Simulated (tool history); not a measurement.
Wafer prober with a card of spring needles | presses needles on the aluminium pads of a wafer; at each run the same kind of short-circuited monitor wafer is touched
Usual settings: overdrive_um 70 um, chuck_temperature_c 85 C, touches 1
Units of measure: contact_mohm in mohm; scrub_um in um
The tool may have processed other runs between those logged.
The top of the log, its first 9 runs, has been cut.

At hour 170.9: tips cleaned on abrasive film.
Run 10, hour 177.0: usual settings. Result: contact_mohm 262 mohm, scrub_um 11.34 um.
Run 11, hour 193.9: usual settings. Result: contact_mohm 269 mohm, scrub_um 11.29 um.
At hour 198.4: tips cleaned on abrasive film.
Run 12, hour 207.4: usual settings but chuck_temperature_c 71 C. Result: contact_mohm 260 mohm, scrub_um 11.31 um.
At hour 225.3: tips cleaned on abrasive film.
Run 13, hour 229.5: usual settings but chuck_temperature_c 71 C. Result: contact_mohm 257 mohm, scrub_um 11.28 um.
Run 14, hour 248.9: usual settings but chuck_temperature_c 71 C. Result: contact_mohm 267 mohm, scrub_um 11.31 um.
At hour 252.9: tips cleaned on abrasive film.
At hour 256.3: height of the first contact set anew.
Run 15, hour 268.4: usual settings but chuck_temperature_c 71 C. Result: contact_mohm 261 mohm, scrub_um 11.12 um.
At hour 280.8: tips cleaned on abrasive film.
Run 16, hour 291.1: usual settings but chuck_temperature_c 40 C. Result: contact_mohm 253 mohm, scrub_um 11.11 um.
Run 17, hour 303.0: usual settings but chuck_temperature_c 40 C. Result: contact_mohm 263 mohm, scrub_um 11.12 um.
At hour 308.6: tips cleaned on abrasive film.
Run 18, hour 322.3: usual settings but chuck_temperature_c 69 C. Result: contact_mohm 263 mohm, scrub_um 11.05 um.
Run 19, hour 333.0: usual settings but overdrive_um 74 um, touches 2. Result: contact_mohm 260 mohm, scrub_um 11.81 um.
At hour 337.3: tips cleaned on abrasive film.
Run 20, hour 348.6: usual settings but chuck_temperature_c 109 C. Result: contact_mohm 269 mohm, scrub_um 11.09 um.
Run 21, hour 362.3: usual settings but chuck_temperature_c 31 C. Result: contact_mohm 258 mohm, scrub_um 11.07 um.
At hour 366.3: tips cleaned on abrasive film.
Run 22, hour 386.9: usual settings but chuck_temperature_c 89 C. Result: contact_mohm 271 mohm, scrub_um 11.06 um.
At hour 393.1: tips cleaned on abrasive film.
At hour 407.4: height of the first contact set anew, once more.
Run 23, hour 413.7: usual settings but chuck_temperature_c 89 C. Result: contact_mohm 270 mohm, scrub_um 11.53 um.
At hour 420.3: tips cleaned on abrasive film.
Run 24, hour 432.5: usual settings but overdrive_um 66 um, chuck_temperature_c 84 C, touches 3. Result: contact_mohm 257 mohm, scrub_um 10.82 um.
At hour 447.9: tips cleaned on abrasive film.
Run 25, hour 449.5: usual settings but overdrive_um 88 um, chuck_temperature_c 92 C. Result: contact_mohm 251 mohm, scrub_um 14.46 um.
Run 26, hour 465.5: usual settings but overdrive_um 52 um, chuck_temperature_c 118 C, touches 2. Result: contact_mohm 275 mohm, scrub_um 8.56 um.
At hour 475.4: tips cleaned on abrasive film.
Run 27, hour 488.2: usual settings but overdrive_um 59 um, chuck_temperature_c 47 C, touches 3. Result: contact_mohm 250 mohm, scrub_um 9.69 um.
At hour 502.2: tips cleaned on abrasive film.
Run 28, hour 502.2: usual settings but overdrive_um 59 um, chuck_temperature_c 47 C, touches 3. Result: contact_mohm 243 mohm, scrub_um 9.70 um.
Run 29, hour 514.6: usual settings but overdrive_um 75 um, chuck_temperature_c 119 C, touches 2. Result: contact_mohm 267 mohm, scrub_um 12.34 um.
At hour 529.6: tips cleaned on abrasive film.
Run 30, hour 539.7: usual settings but overdrive_um 84 um, chuck_temperature_c 31 C. Result: contact_mohm 247 mohm, scrub_um 13.84 um.
Run 31, hour 554.1: usual settings but overdrive_um 84 um, chuck_temperature_c 31 C. Result: contact_mohm 249 mohm, scrub_um 13.77 um.
At hour 557.2: tips cleaned on abrasive film.
Run 32, hour 576.2: usual settings but overdrive_um 68 um, chuck_temperature_c 27 C. Result: contact_mohm 258 mohm, scrub_um 11.13 um.
At hour 584.0: tips cleaned on abrasive film.
Run 33, hour 590.5: usual settings but overdrive_um 53 um, chuck_temperature_c 26 C, touches 2. Result: contact_mohm 249 mohm, scrub_um 8.57 um.

Alternative continuations, all from the tool just after run 33; predict every row:
Run A, hour 603.5: usual settings but overdrive_um 84 um, chuck_temperature_c 42 C, touches 2. Result: contact_mohm ?, scrub_um ?.
Run B, hour 603.5: usual settings but overdrive_um 63 um. Result: contact_mohm ?, scrub_um ?.
Run C, hour 603.5: usual settings but overdrive_um 84 um, chuck_temperature_c 59 C, touches 2. Result: contact_mohm ?, scrub_um ?.
Run D, hour 603.5: usual settings but overdrive_um 87 um, chuck_temperature_c 43 C, touches 2. Result: contact_mohm ?, scrub_um ?.

run  contact_mohm  scrub_um
  A           245     13.75
  B           273     10.20
  C           249     13.75
  D           241     14.19
Take away the tool's hidden state, keep each run's random variation, and the runs would have read:
run  contact_mohm  scrub_um
  A           236     13.87
  B           249     10.31
  C           240     13.87
  D           232     14.31

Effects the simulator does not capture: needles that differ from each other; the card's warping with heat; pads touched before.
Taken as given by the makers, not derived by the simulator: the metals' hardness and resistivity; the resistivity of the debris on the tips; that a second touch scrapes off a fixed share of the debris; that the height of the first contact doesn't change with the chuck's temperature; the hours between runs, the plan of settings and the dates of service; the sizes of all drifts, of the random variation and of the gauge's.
